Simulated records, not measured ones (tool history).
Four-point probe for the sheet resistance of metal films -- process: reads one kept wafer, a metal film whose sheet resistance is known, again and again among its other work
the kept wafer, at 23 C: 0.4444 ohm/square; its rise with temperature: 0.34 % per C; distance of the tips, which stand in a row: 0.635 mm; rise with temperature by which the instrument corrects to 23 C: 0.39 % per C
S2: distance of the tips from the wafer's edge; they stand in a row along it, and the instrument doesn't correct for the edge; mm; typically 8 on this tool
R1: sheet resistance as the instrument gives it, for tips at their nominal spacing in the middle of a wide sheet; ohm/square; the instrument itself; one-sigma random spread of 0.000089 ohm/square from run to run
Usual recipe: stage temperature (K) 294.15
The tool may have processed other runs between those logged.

Run 1, hour 0.0: usual settings. Result: R1 0.446370 ohm/square.
Run 2, hour 98.7: usual settings. Result: R1 0.446230 ohm/square.
Run 3, hour 211.8: usual settings. Result: R1 0.446383 ohm/square.
Run 4, hour 263.1: usual settings. Result: R1 0.446192 ohm/square.
Run 5, hour 317.5: usual settings. Result: R1 0.446279 ohm/square.
Run 6, hour 394.3: usual settings but stage temperature (K) 301.15. Result: R1 0.444930 ohm/square.
Run 7, hour 490.7: usual settings but stage temperature (K) 301.15. Result: R1 0.444966 ohm/square.
Run 8, hour 546.5: usual settings but stage temperature (K) 301.15. Result: R1 0.444886 ohm/square.
Run 9, hour 635.2: usual settings but stage temperature (K) 301.15. Result: R1 0.445133 ohm/square.
Run 10, hour 702.4: usual settings but stage temperature (K) 293.15, S2 12 mm. Result: R1 0.445751 ohm/square.
Run 11, hour 796.5: usual settings but stage temperature (K) 307.15, S2 14 mm. Result: R1 0.442887 ohm/square.
Run 12, hour 849.3: usual settings but stage temperature (K) 307.15, S2 14 mm. Result: R1 0.442616 ohm/square.

Run 13 comes next. What will it give?
Run 13, hour 955.4: usual settings but stage temperature (K) 307.15, S2 14 mm. Result: R1 ?.

R1: 0.442655 ohm/square
Minus the tool's unlogged condition, the same run would have read R1 0.442632 ohm/square.
